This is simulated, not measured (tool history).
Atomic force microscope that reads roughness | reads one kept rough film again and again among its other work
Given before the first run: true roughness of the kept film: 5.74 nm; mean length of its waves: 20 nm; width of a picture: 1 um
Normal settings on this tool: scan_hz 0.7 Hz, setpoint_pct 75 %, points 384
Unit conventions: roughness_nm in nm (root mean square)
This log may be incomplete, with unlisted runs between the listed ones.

run	hour	scan_hz	setpoint_pct	points	roughness_nm
1	0	0.7	75	384	3.837
2	9.7	0.7	73	384	3.769
3	18	0.7	73	384	3.75
4	23.8	0.7	73	384	3.735
5	35.6	0.7	73	384	3.696
6	41.7	1.084	75	384	3.577
7	54.4	0.7	75	582	3.594
8	61.5	0.7	75	582	3.567
9	67.5	0.7	75	426	3.551
10	74.8	0.7	75	426	3.471
11	85.1	0.7	75	898	3.497
12	93.7	0.7	75	898	3.468
13	98.7	0.7	75	898	3.442
14	108.7	0.7	75	384	3.36
15	119.5	2.163	75	384	3.174
16	128.1	3.189	75	384	3.059
17	137	3.189	75	384	3.036
18	142.8	0.99	60	384	3.238
19	151.2	0.99	60	384	3.215
20	163.2	1.685	73	676	3.095
21	174.6	1.685	73	676	3.055
22	180.3	1.685	73	676	3.042
23	188.8	0.517	57	855	3.122
24	201.2	1.893	80	611	2.899
25	213.2	0.7	75	289	2.937
26	222.4	0.7	75	289	2.898
27	229.9	0.6	75	384	2.928
28	236.2	0.703	82	395	2.899
29	246.3	2.372	75	347	2.708
30	255.1	0.512	66	262	2.806
31	260.3	1.283	56	262	2.794
32	270.2	2.767	78	507	2.595
33	278.2	0.935	75	787	2.794

Results per run with the tool's hidden condition removed, run-to-run variation unchanged:
The hidden state here: radius of the tip, nm; height scale over the true one, %; drift of the gauge itself on roughness_nm, %.
run	roughness_nm
1	3.952
2	3.932
3	3.96
4	3.974
5	3.996
6	3.896
7	3.979
8	3.988
9	3.998
10	3.949
11	4.024
12	4.031
13	4.024
14	3.975
15	3.805
16	3.705
17	3.717
18	3.987
19	4
20	3.904
21	3.901
22	3.913
23	4.052
24	3.809
25	3.917
26	3.91
27	3.975
28	3.963
29	3.743
30	3.913
31	3.918
32	3.682
33	3.992
